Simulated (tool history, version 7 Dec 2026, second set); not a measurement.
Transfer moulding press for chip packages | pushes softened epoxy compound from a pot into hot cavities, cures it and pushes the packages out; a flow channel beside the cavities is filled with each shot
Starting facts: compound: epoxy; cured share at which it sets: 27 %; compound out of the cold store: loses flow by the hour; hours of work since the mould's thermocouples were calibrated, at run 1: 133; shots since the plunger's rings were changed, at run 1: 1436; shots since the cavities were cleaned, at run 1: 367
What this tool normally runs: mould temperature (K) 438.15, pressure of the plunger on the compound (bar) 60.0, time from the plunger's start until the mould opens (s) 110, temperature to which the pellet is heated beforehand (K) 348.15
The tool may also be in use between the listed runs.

| run | hour | mould temperature (K) | pressure of the plunger on the compound (bar) | time from the plunger's start until the mould opens (s) | temperature to which the pellet is heated beforehand (K) | hours of work since the mould's thermocouples were calibrated | shots since the plunger's rings were changed | shots since the cavities were cleaned | incoming compound's hours out of the cold store | length that the compound runs in the flow channel (mm) | greatest force on the pins that push the packages out (N) |
|---|---|---|---|---|---|---|---|---|---|---|---|
| 1 | 0.0 | 438.15 | 60.0 | 110 | 348.15 | 133 | 1436 | 367 | 22.9 | 942 | 664 |
| 2 | 5.7 | 438.15 | 60.0 | 110 | 348.15 | 137 | 1510 | 441 | 8.5 | 1032 | 700 |
| 3 | 16.6 | 438.15 | 60.0 | 93 | 348.15 | 146 | 1654 | 585 | 45.6 | 790 | 817 |
|  | 20.7 | cavities cleaned with cleaning compound and waxed |
| 4 | 29.0 | 438.15 | 60.0 | 93 | 348.15 | 154 | 1797 | 110 | 25.6 | 914 | 610 |
| 5 | 35.0 | 438.15 | 60.0 | 93 | 348.15 | 159 | 1875 | 188 | 47.3 | 769 | 630 |
| 6 | 45.0 | 444.15 | 60.0 | 110 | 348.15 | 167 | 2007 | 320 | 38.2 | 808 | 628 |
| 7 | 50.7 | 444.15 | 60.0 | 110 | 348.15 | 171 | 2081 | 394 | 43.9 | 771 | 661 |
| 8 | 60.4 | 444.15 | 60.0 | 110 | 348.15 | 178 | 2209 | 522 | 16.3 | 933 | 665 |
|  | 69.4 | cavities cleaned with cleaning compound and waxed |
| 9 | 71.7 | 438.15 | 60.0 | 110 | 348.15 | 186 | 2337 | 31 | 39.9 | 813 | 425 |
| 10 | 81.3 | 438.15 | 60.0 | 110 | 348.15 | 193 | 2463 | 157 | 12.1 | 990 | 569 |
| 11 | 89.9 | 438.15 | 60.0 | 110 | 354.15 | 200 | 2575 | 269 | 47.9 | 757 | 613 |
| 12 | 101.8 | 438.15 | 60.0 | 110 | 354.15 | 209 | 2731 | 425 | 47.4 | 757 | 687 |
| 13 | 110.8 | 440.15 | 69.2 | 117 | 343.15 | 216 | 2849 | 543 | 39.0 | 857 | 680 |
|  | 117.9 | cavities cleaned with cleaning compound and waxed |
| 14 | 118.5 | 440.15 | 69.2 | 117 | 343.15 | 221 | 2931 | 8 | 18.6 | 999 | 399 |
| 15 | 126.3 | 430.15 | 68.9 | 102 | 349.15 | 227 | 3033 | 110 | 40.6 | 887 | 776 |
| 16 | 139.3 | 435.15 | 60.0 | 110 | 348.15 | 237 | 3203 | 280 | 21.5 | 930 | 702 |
| 17 | 147.2 | 440.15 | 60.5 | 146 | 338.15 | 243 | 3308 | 385 | 12.8 | 963 | 633 |
| 18 | 157.4 | 440.15 | 60.5 | 146 | 338.15 | 251 | 3442 | 519 | 41.5 | 776 | 655 |
|  | 166.9 | cavities cleaned with cleaning compound and waxed |
| 19 | 168.8 | 441.15 | 49.2 | 146 | 344.15 | 258 | 3571 | 25 | 29.2 | 754 | 417 |
| 20 | 180.3 | 441.15 | 70.4 | 93 | 344.15 | 267 | 3723 | 177 | 9.2 | 1057 | 608 |
| 21 | 186.4 | 441.15 | 70.4 | 93 | 344.15 | 272 | 3802 | 256 | 43.6 | 828 | 637 |

Forecast each of these 5 alternatives for the next run:
| A | 192.8 | 438.15 | 60.0 | 120 | 348.15 | 277 | 3886 | 340 | 36.9 | ? | ? |
| B | 192.8 | 438.15 | 60.1 | 110 | 355.15 | 277 | 3886 | 340 | 20.9 | ? | ? |
| C | 192.8 | 438.15 | 60.0 | 110 | 340.15 | 277 | 3886 | 340 | 15.1 | ? | ? |
| D | 192.8 | 438.15 | 67.0 | 110 | 348.15 | 277 | 3886 | 340 | 37.2 | ? | ? |
| E | 192.8 | 434.15 | 70.4 | 93 | 345.15 | 277 | 3886 | 340 | 11.7 | ? | ? |

| run | length that the compound runs in the flow channel (mm) | greatest force on the pins that push the packages out (N) |
|---|---|---|
| A | 801 | 647 |
| B | 904 | 671 |
| C | 946 | 675 |
| D | 836 | 637 |
| E | 1071 | 934 |
With the hidden condition removed and each run's random variation left untouched, the same runs would have given:
| run | length that the compound runs in the flow channel (mm) | greatest force on the pins that push the packages out (N) |
|---|---|---|
| A | 868 | 401 |
| B | 981 | 420 |
| C | 1026 | 425 |
| D | 907 | 397 |
| E | 1163 | 608 |
